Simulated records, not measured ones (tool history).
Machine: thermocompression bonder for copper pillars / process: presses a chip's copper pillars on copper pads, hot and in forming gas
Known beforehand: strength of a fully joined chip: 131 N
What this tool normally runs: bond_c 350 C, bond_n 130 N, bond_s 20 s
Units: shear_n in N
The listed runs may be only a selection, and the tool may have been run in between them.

Run 1, day 0.000: usual settings. Result: shear_n 74.6 N.
Run 2, day 0.408: usual settings. Result: shear_n 75.3 N.
Run 3, day 0.938: usual settings. Result: shear_n 75.3 N.
Run 4, day 1.796: usual settings but bond_s 33 s. Result: shear_n 87.0 N.
Run 5, day 2.292: usual settings but bond_n 191 N, bond_s 33 s. Result: shear_n 111.3 N.
Run 6, day 2.917: usual settings but bond_n 191 N, bond_s 33 s. Result: shear_n 111.9 N.
Run 7, day 3.354: usual settings but bond_n 191 N, bond_s 33 s. Result: shear_n 111.9 N.
Run 8, day 3.883: usual settings but bond_n 191 N, bond_s 33 s. Result: shear_n 110.8 N.
Run 9, day 4.721: usual settings but bond_c 320 C, bond_n 94 N, bond_s 33 s. Result: shear_n 50.3 N.
Run 10, day 5.342: usual settings but bond_c 320 C, bond_n 94 N, bond_s 33 s. Result: shear_n 50.3 N.
Run 11, day 6.171: usual settings but bond_c 323 C, bond_n 161 N, bond_s 53 s. Result: shear_n 98.5 N.
Run 12, day 6.600: usual settings but bond_c 323 C, bond_n 161 N, bond_s 53 s. Result: shear_n 98.4 N.
Run 13, day 7.000: usual settings but bond_c 351 C, bond_n 127 N, bond_s 30 s. Result: shear_n 83.4 N.
Run 14, day 7.696: usual settings but bond_c 351 C, bond_n 144 N, bond_s 41 s. Result: shear_n 99.8 N.
Run 15, day 8.233: usual settings but bond_c 348 C, bond_n 99 N. Result: shear_n 55.5 N.

Each row is a separate what-if for the run after 15, all from the same tool condition, not one after another. Results?
Run A, day 8.604: usual settings but bond_c 335 C, bond_n 180 N, bond_s 16 s. Result: shear_n ?.
Run B, day 8.604: usual settings but bond_c 348 C, bond_n 141 N, bond_s 12 s. Result: shear_n ?.
Run C, day 8.604: usual settings but bond_c 365 C, bond_n 175 N, bond_s 41 s. Result: shear_n ?.

run  shear_n
  A     85.4
  B     67.3
  C    115.8
With the hidden condition removed and each run's random variation left untouched, the same runs would have given:
run  shear_n
  A     85.5
  B     67.4
  C    116.0

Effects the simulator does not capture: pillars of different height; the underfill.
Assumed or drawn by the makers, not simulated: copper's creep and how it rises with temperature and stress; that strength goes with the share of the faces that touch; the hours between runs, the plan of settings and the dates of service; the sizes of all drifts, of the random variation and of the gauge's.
